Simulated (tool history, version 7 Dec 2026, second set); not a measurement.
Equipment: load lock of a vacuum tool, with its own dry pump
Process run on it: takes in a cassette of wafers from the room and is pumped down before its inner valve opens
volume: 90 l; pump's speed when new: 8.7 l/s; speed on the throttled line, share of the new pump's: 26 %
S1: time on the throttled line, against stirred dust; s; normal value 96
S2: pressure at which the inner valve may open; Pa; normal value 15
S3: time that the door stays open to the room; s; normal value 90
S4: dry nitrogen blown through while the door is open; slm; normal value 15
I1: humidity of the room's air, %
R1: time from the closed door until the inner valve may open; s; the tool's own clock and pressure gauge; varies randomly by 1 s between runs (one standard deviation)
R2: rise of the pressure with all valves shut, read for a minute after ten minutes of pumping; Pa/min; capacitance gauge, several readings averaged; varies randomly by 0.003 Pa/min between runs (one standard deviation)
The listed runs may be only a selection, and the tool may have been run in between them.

run,hour,S1,S2,S3,S4,I1,R1,R2
1,0.0,96,15,90,15,42.6,167.0,0.126
2,69.7,96,15,90,15,47.2,163.9,0.134
3,117.5,96,15,90,15,44.1,164.1,0.135
4,163.6,96,15,90,15,45.8,165.4,0.127
5,230.0,96,15,90,8,46.6,164.2,0.138
6,283.4,96,25,90,15,45.6,159.8,0.134
7,378.4,96,25,90,15,50.0,162.4,0.142
8,452.6,96,25,90,15,41.3,159.1,0.135
9,538.8,135,25,90,15,43.3,190.2,0.145
10,614.3,135,25,90,15,44.0,190.4,0.144
11,663.9,62,25,57,4,45.0,135.0,0.146
12,706.0,126,15,57,44,43.1,187.5,0.124
13,772.1,126,15,57,44,42.5,187.2,0.132
14,850.6,126,15,57,44,42.4,186.1,0.127
15,945.8,74,15,93,44,43.5,151.3,0.136
16,991.6,74,14,37,10,47.9,152.5,0.139
17,1066.3,96,11,90,15,45.6,168.3,0.146
18,1158.9,96,11,90,15,47.1,170.3,0.161

The next listed run, before its measurement:
19,1208.3,96,15,162,5,48.1,?,?

For run 19 the tool returned R1 166.7 s, R2 0.183 Pa/min.
With the hidden condition absent and the run-to-run variation left alone, this run would have shown R1 163.9 s, R2 0.063 Pa/min.

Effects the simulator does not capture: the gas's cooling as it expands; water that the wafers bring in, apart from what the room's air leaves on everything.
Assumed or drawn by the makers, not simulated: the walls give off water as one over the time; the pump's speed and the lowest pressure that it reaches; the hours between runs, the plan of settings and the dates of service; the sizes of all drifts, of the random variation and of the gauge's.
